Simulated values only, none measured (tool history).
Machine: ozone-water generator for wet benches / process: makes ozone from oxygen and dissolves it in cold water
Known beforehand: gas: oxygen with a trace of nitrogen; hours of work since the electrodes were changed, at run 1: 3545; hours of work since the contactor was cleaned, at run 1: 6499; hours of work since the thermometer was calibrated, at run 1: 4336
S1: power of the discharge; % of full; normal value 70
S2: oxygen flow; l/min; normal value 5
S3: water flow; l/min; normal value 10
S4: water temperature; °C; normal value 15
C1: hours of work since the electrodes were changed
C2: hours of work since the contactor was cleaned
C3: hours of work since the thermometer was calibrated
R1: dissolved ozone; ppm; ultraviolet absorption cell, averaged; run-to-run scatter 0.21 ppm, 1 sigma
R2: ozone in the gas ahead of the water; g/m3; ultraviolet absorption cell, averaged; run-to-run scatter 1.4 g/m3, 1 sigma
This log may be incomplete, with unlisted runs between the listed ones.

run	hour	S1	S2	S3	S4	C1	C2	C3	R1	R2
1	0	70	5	10	15	3545	6499	4336	24.8	242.1
2	134	70	7.73	10	15	3670	6625	4461	21.8	183.9
3	193.6	70	5	10	21	3726	6681	4517	21.6	240.9
4	258.5	70	5	10	21	3787	6741	4578	21.8	239.4
5	361.9	63	5	10	15	3884	6838	4675	22.9	226
6	433.8	70	2.6	10	15	3952	6906	4743	26.3	359.6
7	550.4	70	2.6	7	15	4061	7015	4852	37.5	360
8	684.1	70	5	10	15	4186	7141	4977	24	239.7
9	829	70	5	10	15	4322	7277	5113	23.6	235.4
10	928.7	70	5	10	15	4416	7370	5207	23.5	236.7
11	1068.7	70	5	10	15	4547	7501	5338	23.5	235.3
12	1201	70	5	8	15	4671	7625	5462	28.1	234.2
13	1265	70	5	14	15	4731	7685	5522	17.2	231.8
14	1324.7	70	5	8	15	4787	7741	5578	28	233.7
15	1467.7	70	5	8	15	4921	7876	5712	28.2	230.8
16	1568.9	70	5	8	15	5016	7970	5807	27.7	232.9
17	1700.3	70	5	8	15	5140	8094	5931	27.4	229.3
# hour 1726.1: water thermometer calibrated
18	1769.6	70	5	8	15	5204	8158	41	27.5	229.2
19	1846.5	66	5	6	15	5276	8230	113	33.4	222.5
20	1937.5	58	8.2	11	8	5361	8316	198	19.2	152.6
21	2038.7	58	8.2	11	8	5456	8411	293	18.9	151.5
22	2151.7	46	7.73	8	8	5562	8517	399	22.2	138.2
23	2223.6	46	7.73	7	15	5630	8584	467	21	140.3
24	2341.3	46	7.73	7	15	5740	8694	577	20.8	139.7
25	2410	70	4.02	8	15	5805	8759	641	28.5	262.5
26	2514.3	40	5	10	15	5903	8857	739	16.8	169.6
27	2617.3	74	5	12	8	5999	8953	836	21.5	232
28	2710.2	74	5	12	8	6086	9040	923	21.6	232.8
29	2812.7	74	5	12	8	6182	9137	1019	21.3	231.2
30	2924	57	5	10	15	6287	9241	1124	19.5	202.1
31	3019.8	57	5	10	15	6377	9331	1213	19.4	202.7
32	3139.2	42	5	7	7	6489	9443	1325	26.7	173.5
33	3284.7	42	5	7	7	6625	9579	1462	26.4	169.1

Here are 4 independent what-if runs from the current tool condition. What would each one return?
A	3427.4	70	3.75	10	15	6759	9713	1596	?	?
B	3427.4	42	5	7	12	6759	9713	1596	?	?
C	3427.4	70	5	11	15	6759	9713	1596	?	?
D	3427.4	63	5.22	7	15	6759	9713	1596	?	?

run	R1	R2
A	22.7	266.6
B	23.5	172.6
C	19.4	221.4
D	26.7	206.4
Without the tool's hidden state the same runs would have given:
run	R1	R2
A	32	311.5
B	31.1	193
C	27.5	258.6
D	36.6	239
